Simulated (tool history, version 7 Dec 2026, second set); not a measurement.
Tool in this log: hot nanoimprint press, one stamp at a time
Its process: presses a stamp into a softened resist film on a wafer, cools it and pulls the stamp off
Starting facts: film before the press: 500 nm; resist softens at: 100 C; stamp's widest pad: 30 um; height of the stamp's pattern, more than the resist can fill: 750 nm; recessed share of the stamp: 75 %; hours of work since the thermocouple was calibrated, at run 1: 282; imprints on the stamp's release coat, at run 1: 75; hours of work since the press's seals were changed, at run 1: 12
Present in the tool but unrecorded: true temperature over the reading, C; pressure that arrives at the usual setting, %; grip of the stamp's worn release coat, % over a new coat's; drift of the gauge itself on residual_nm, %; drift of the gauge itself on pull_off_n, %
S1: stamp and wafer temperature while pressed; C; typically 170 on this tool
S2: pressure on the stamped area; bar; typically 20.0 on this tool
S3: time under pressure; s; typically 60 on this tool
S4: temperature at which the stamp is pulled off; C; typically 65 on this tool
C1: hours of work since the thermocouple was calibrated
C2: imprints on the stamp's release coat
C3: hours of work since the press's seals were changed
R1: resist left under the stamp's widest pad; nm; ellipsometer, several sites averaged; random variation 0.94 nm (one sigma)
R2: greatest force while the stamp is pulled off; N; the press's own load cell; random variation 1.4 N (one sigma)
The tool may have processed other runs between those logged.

run    day   S1    S2  S3  S4   C1   C2   C3     R1   R2
  1  0.000  170  20.0  60  65  282   75   12  247.2  110
  2  0.371  170  20.0  60  65  288  118   19  247.3  113
  3  0.638  170  20.0  60  65  293  149   24  248.3  112
  4  0.917  170  20.0  60  65  298  181   29  246.5  113
  5  1.221  170  13.4  60  65  304  217   34  295.1  113
  6  1.683  170  20.0  60  65  312  270   43  249.5  116
  7  2.254  170  20.0  60  65  323  337   53  250.4  119
  8  2.838  166  18.8  60  60  333  404   64  308.5  128
     3.208  -- plate thermocouple calibrated
  9  3.292  162  14.3  61  59    1  443   70  382.3  134
 10  3.596  162  14.3  61  59    7  478   75  384.2  131
 11  3.971  170  22.5  60  65   14  521   82  227.4  118
     4.796  -- stamp cleaned and given a new release coat
 12  4.796  170  20.0  39  65   24    0   92  279.0  110
 13  5.075  176  28.4  60  65   29   32   98  148.1  109
 14  5.521  176  28.4  60  65   38   84  106  149.6  110

What if the next run were any one of these 3? Each begins from the tool's condition after run 14:
  A  6.096  165  20.0  60  65  48  151  116   ?   ?
  B  6.096  170  12.2  60  65  48  151  116   ?   ?
  C  6.096  170  28.4  67  65  48  151  116   ?   ?

run     R1   R2
  A  306.7  114
  B  303.9  113
  C  195.3  112
With the hidden condition removed and each run's random variation left untouched, the same runs would have given:
run     R1   R2
  A  304.9  110
  B  302.6  109
  C  193.6  108

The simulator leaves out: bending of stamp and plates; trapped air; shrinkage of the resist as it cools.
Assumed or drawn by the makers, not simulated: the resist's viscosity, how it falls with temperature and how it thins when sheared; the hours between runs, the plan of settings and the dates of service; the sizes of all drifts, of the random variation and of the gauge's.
